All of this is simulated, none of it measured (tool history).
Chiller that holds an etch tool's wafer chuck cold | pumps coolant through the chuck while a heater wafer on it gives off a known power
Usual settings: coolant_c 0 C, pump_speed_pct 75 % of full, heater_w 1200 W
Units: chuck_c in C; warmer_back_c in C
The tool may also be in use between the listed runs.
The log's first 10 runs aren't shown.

run	hour	coolant_c	pump_speed_pct	heater_w	chuck_c	warmer_back_c
11	238.0	0	75	859	6.7	4.10
12	264.0	0	75	859	6.8	4.09
13	289.8	0	75	859	6.9	4.17
14	317.2	0	75	859	6.7	4.11
15	342.0	0	75	1200	9.6	5.74
16	364.7	0	75	1200	9.6	5.75
17	390.2	0	75	1200	9.4	5.70
18	414.8	0	75	1200	9.5	5.70
19	437.5	0	75	1200	9.6	5.72
20	451.0	-2	75	1414	9.1	6.74
21	464.7	-4	75	1223	5.7	5.80
22	492.7	-4	67	1223	6.7	6.61
23	524.2	0	92	856	5.7	3.26
24	554.0	1	92	1628	11.9	6.16
25	569.2	-5	63	1148	5.8	6.57
26	599.1	-2	82	1148	6.5	4.97
27	625.7	7	82	1414	17.5	5.97
28	641.5	-4	61	619	2.0	3.69
29	655.1	-5	91	1357	4.0	5.21
30	675.3	-1	83	1200	7.8	5.05
31	690.4	-1	83	1200	7.6	5.12

Forecast each of these 3 alternatives for the next run:
A	708.4	-9	91	1292	?	?
B	708.4	0	83	1259	?	?
C	708.4	0	75	1129	?	?

run	chuck_c	warmer_back_c
A	-0.2	4.99
B	9.2	5.36
C	8.8	5.43
Without the tool's hidden state the same runs would have given:
run	chuck_c	warmer_back_c
A	-0.2	4.99
B	9.2	5.36
C	8.8	5.43

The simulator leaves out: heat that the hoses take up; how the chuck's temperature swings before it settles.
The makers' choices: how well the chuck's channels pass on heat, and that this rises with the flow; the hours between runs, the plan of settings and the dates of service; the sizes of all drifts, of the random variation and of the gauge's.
